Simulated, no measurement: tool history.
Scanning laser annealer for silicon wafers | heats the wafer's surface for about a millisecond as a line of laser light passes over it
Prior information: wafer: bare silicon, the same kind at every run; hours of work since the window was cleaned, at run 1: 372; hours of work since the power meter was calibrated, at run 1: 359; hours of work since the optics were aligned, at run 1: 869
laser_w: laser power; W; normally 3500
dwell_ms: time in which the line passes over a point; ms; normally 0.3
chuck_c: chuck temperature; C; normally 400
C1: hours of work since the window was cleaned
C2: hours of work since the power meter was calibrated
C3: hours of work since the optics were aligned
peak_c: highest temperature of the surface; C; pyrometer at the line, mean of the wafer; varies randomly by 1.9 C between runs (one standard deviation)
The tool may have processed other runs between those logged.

Run 1, hour 0: usual settings; C1 372; C2 359; C3 869. Result: peak_c 1106 C.
Run 2, hour 11.9: usual settings; C1 380; C2 368; C3 878. Result: peak_c 1102 C.
Run 3, hour 22.3: usual settings but laser_w 3057 W; C1 388; C2 375; C3 885. Result: peak_c 1007 C.
Run 4, hour 34.1: usual settings but laser_w 3057 W; C1 397; C2 384; C3 894. Result: peak_c 1005 C.
Run 5, hour 45.6: usual settings but laser_w 3057 W; C1 405; C2 392; C3 902. Result: peak_c 1008 C.
Run 6, hour 54.6: usual settings; C1 412; C2 399; C3 909. Result: peak_c 1103 C.
Run 7, hour 60.5: usual settings but laser_w 3231 W; C1 416; C2 403; C3 913. Result: peak_c 1040 C.
Run 8, hour 68.3: usual settings but laser_w 3231 W; C1 422; C2 409; C3 919. Result: peak_c 1041 C.
Run 9, hour 74.3: usual settings but laser_w 3231 W; C1 426; C2 413; C3 923. Result: peak_c 1042 C.
At hour 77: window over the wafer cleaned.
Run 10, hour 86.4: usual settings but laser_w 3231 W, dwell_ms 0.262 ms, chuck_c 397 C; C1 7; C2 421; C3 931. Result: peak_c 985 C.
Run 11, hour 91.8: usual settings but laser_w 3464 W, dwell_ms 0.263 ms, chuck_c 393 C; C1 11; C2 425; C3 935. Result: peak_c 1027 C.
Run 12, hour 97.5: usual settings but laser_w 3764 W, dwell_ms 0.263 ms, chuck_c 439 C; C1 15; C2 429; C3 939. Result: peak_c 1132 C.
Run 13, hour 108.5: usual settings but chuck_c 380 C; C1 23; C2 437; C3 947. Result: peak_c 1071 C.
Run 14, hour 120: usual settings but chuck_c 380 C; C1 32; C2 446; C3 955. Result: peak_c 1069 C.
Run 15, hour 129.1: usual settings but laser_w 3401 W, dwell_ms 0.335 ms, chuck_c 377 C; C1 38; C2 452; C3 962. Result: peak_c 1089 C.
At hour 138.4: window over the wafer cleaned, once more.
Run 16, hour 138.4: usual settings but laser_w 3401 W, dwell_ms 0.317 ms, chuck_c 410 C; C1 0; C2 458; C3 967. Result: peak_c 1141 C.
Run 17, hour 150.3: usual settings but laser_w 3401 W, dwell_ms 0.317 ms, chuck_c 410 C; C1 9; C2 466; C3 976. Result: peak_c 1142 C.

Alternative continuations, all from the tool just after run 17; predict every row:
Run A, hour 160: usual settings but laser_w 3559 W, dwell_ms 0.342 ms, chuck_c 369 C; C1 16; C2 473; C3 983. Result: peak_c ?.
Run B, hour 160: usual settings but laser_w 3399 W, dwell_ms 0.213 ms, chuck_c 389 C; C1 16; C2 473; C3 983. Result: peak_c ?.
Run C, hour 160: usual settings but laser_w 3401 W, dwell_ms 0.361 ms, chuck_c 368 C; C1 16; C2 473; C3 983. Result: peak_c ?.
Run D, hour 160: usual settings but laser_w 3401 W, dwell_ms 0.248 ms, chuck_c 373 C; C1 16; C2 473; C3 983. Result: peak_c ?.

run  peak_c
  A    1165
  B     972
  C    1149
  D    1009
Take away the tool's hidden state, keep each run's random variation, and the runs would have read:
run  peak_c
  A    1180
  B     982
  C    1163
  D    1021
